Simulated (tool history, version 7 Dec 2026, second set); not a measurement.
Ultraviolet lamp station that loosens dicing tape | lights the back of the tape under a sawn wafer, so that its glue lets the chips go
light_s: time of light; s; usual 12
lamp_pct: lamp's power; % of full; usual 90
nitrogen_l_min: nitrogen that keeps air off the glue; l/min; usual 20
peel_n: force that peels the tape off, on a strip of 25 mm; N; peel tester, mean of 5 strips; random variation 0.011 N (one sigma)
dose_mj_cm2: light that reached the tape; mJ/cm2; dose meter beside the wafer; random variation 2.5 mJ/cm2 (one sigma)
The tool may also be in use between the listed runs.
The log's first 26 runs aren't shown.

| run | hour | light_s | lamp_pct | nitrogen_l_min | peel_n | dose_mj_cm2 |
|---|---|---|---|---|---|---|
| 27 | 642.2 | 13 | 76 | 26 | 0.988 | 190 |
| 28 | 662.8 | 13 | 76 | 26 | 0.968 | 189 |
| 29 | 690.6 | 12 | 76 | 27 | 1.17 | 174 |
| 30 | 713.1 | 12 | 76 | 27 | 1.203 | 172 |
| 31 | 727.2 | 17 | 71 | 8 | 1.688 | 227 |
| 32 | 755.4 | 12 | 75 | 20 | 1.555 | 162 |
| 33 | 780.2 | 10 | 64 | 20 | 2.711 | 109 |
| 34 | 813.1 | 9 | 92 | 8 | 3.102 | 147 |
| 35 | 839.3 | 9 | 92 | 8 | 3.008 | 145 |
| 36 | 859.3 | 17 | 66 | 8 | 2.032 | 193 |
| 37 | 883.2 | 10 | 63 | 27 | 2.593 | 109 |
| 38 | 907.6 | 10 | 63 | 27 | 2.532 | 108 |
| 39 | 939.5 | 12 | 90 | 20 | 1.333 | 179 |
|  | 957.5 | window cleaned of glue's vapour |
| 40 | 966.7 | 12 | 90 | 20 | 1.18 | 192 |
| 41 | 983.5 | 12 | 90 | 20 | 1.172 | 188 |
| 42 | 1009.2 | 21 | 76 | 10 | 0.978 | 275 |

3 ways to go on from here, each from the tool as it stands after run 42. What would each give?
| A | 1023.8 | 22 | 96 | 37 | ? | ? |
| B | 1023.8 | 14 | 76 | 29 | ? | ? |
| C | 1023.8 | 15 | 95 | 10 | ? | ? |

| run | peel_n | dose_mj_cm2 |
|---|---|---|
| A | 0.221 | 355 |
| B | 1.028 | 177 |
| C | 1.243 | 244 |
Without the tool's hidden state the same runs would have given:
| run | peel_n | dose_mj_cm2 |
|---|---|---|
| A | 0.173 | 555 |
| B | 0.384 | 279 |
| C | 0.474 | 380 |

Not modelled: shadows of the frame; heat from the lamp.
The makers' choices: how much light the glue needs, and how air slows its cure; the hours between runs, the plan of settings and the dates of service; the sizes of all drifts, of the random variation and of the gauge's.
